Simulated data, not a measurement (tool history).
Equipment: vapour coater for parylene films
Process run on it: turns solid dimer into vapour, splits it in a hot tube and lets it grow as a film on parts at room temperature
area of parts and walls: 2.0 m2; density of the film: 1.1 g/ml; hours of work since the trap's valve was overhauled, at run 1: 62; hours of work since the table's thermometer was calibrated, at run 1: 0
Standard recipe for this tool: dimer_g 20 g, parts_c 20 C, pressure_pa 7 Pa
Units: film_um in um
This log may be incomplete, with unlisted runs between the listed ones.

| run | day | dimer_g | parts_c | pressure_pa | hours of work since the trap's valve was overhauled | hours of work since the table's thermometer was calibrated | film_um |
|---|---|---|---|---|---|---|---|
| 1 | 0 | 20 | 20 | 7 | 62 | 0 | 6.81 |
| 2 | 1.688 | 20 | 20 | 7 | 84 | 22 | 6.78 |
| 3 | 4.904 | 20 | 20 | 7 | 127 | 65 | 6.77 |
| 4 | 8.071 | 20 | 20 | 7 | 168 | 106 | 6.84 |
| 5 | 11.154 | 20 | 20 | 7 | 209 | 147 | 6.72 |
| 6 | 12.962 | 20 | 18 | 7 | 233 | 171 | 7.15 |
| 7 | 14.596 | 20 | 18 | 7 | 254 | 193 | 7.17 |
|  | 16.729 | trap's valve overhauled |
| 8 | 17.188 | 20 | 18 | 7 | 6 | 225 | 7.32 |
| 9 | 20.404 | 20 | 18 | 7 | 48 | 267 | 7.21 |
| 10 | 21.833 | 20 | 20 | 7 | 67 | 286 | 6.77 |
| 11 | 24.088 | 20 | 20 | 7 | 97 | 316 | 6.88 |
| 12 | 27.271 | 11 | 20 | 7 | 139 | 358 | 3.72 |
| 13 | 28.775 | 8 | 20 | 7 | 159 | 377 | 2.75 |
| 14 | 31.446 | 20 | 20 | 7 | 194 | 413 | 6.86 |
| 15 | 34.629 | 20 | 20 | 7 | 236 | 455 | 6.82 |
| 16 | 37.896 | 20 | 20 | 7 | 279 | 498 | 6.82 |
|  | 38.204 | trap's valve overhauled |
| 17 | 40.596 | 20 | 20 | 7 | 32 | 531 | 6.75 |
| 18 | 43.096 | 20 | 20 | 7 | 65 | 564 | 6.86 |
| 19 | 45.742 | 20 | 20 | 7 | 99 | 599 | 6.96 |
| 20 | 47.833 | 16 | 13 | 2.31 | 127 | 627 | 7.14 |
| 21 | 50.208 | 33 | 20 | 7 | 158 | 658 | 11.21 |
| 22 | 53.471 | 33 | 20 | 7 | 201 | 701 | 11.34 |
| 23 | 56.167 | 36 | 12 | 2.3 | 237 | 737 | 15.82 |
| 24 | 57.696 | 23 | 21 | 7.72 | 257 | 757 | 7.41 |
|  | 59.796 | trap's valve overhauled |
| 25 | 61.262 | 10 | 18 | 2.6 | 19 | 802 | 4.38 |
| 26 | 64.008 | 10 | 20 | 7 | 56 | 838 | 3.43 |
| 27 | 66.392 | 10 | 20 | 3.21 | 87 | 869 | 3.93 |
| 28 | 68.354 | 12 | 15 | 3.21 | 113 | 895 | 5.34 |
| 29 | 71.138 | 12 | 15 | 3.21 | 150 | 932 | 5.27 |
| 30 | 74.033 | 26 | 26 | 10.26 | 188 | 970 | 6.94 |
| 31 | 77.021 | 26 | 26 | 10.26 | 227 | 1009 | 6.83 |
| 32 | 79.646 | 26 | 26 | 10.26 | 262 | 1044 | 6.89 |
|  | 81.262 | trap's valve overhauled |
| 33 | 82.129 | 26 | 26 | 10.26 | 11 | 1075 | 6.85 |
|  | 82.958 | table's thermometer calibrated |
| 34 | 84.088 | 8 | 20 | 11.87 | 37 | 15 | 2.47 |
| 35 | 86.342 | 8 | 20 | 11.87 | 66 | 45 | 2.5 |

Same runs, no hidden state in the tool, same run-to-run variation:
The tool's hidden condition here consists of: vapour lost through the trap's worn valve, %; true temperature of the parts over the reading, C; drift of the gauge itself on film_um, %.
| run | film_um |
|---|---|
| 1 | 6.82 |
| 2 | 6.79 |
| 3 | 6.79 |
| 4 | 6.86 |
| 5 | 6.74 |
| 6 | 7.18 |
| 7 | 7.21 |
| 8 | 7.33 |
| 9 | 7.22 |
| 10 | 6.78 |
| 11 | 6.89 |
| 12 | 3.73 |
| 13 | 2.76 |
| 14 | 6.89 |
| 15 | 6.86 |
| 16 | 6.86 |
| 17 | 6.76 |
| 18 | 6.88 |
| 19 | 6.98 |
| 20 | 7.15 |
| 21 | 11.25 |
| 22 | 11.39 |
| 23 | 15.89 |
| 24 | 7.45 |
| 25 | 4.38 |
| 26 | 3.44 |
| 27 | 3.94 |
| 28 | 5.35 |
| 29 | 5.29 |
| 30 | 6.97 |
| 31 | 6.87 |
| 32 | 6.93 |
| 33 | 6.86 |
| 34 | 2.48 |
| 35 | 2.5 |
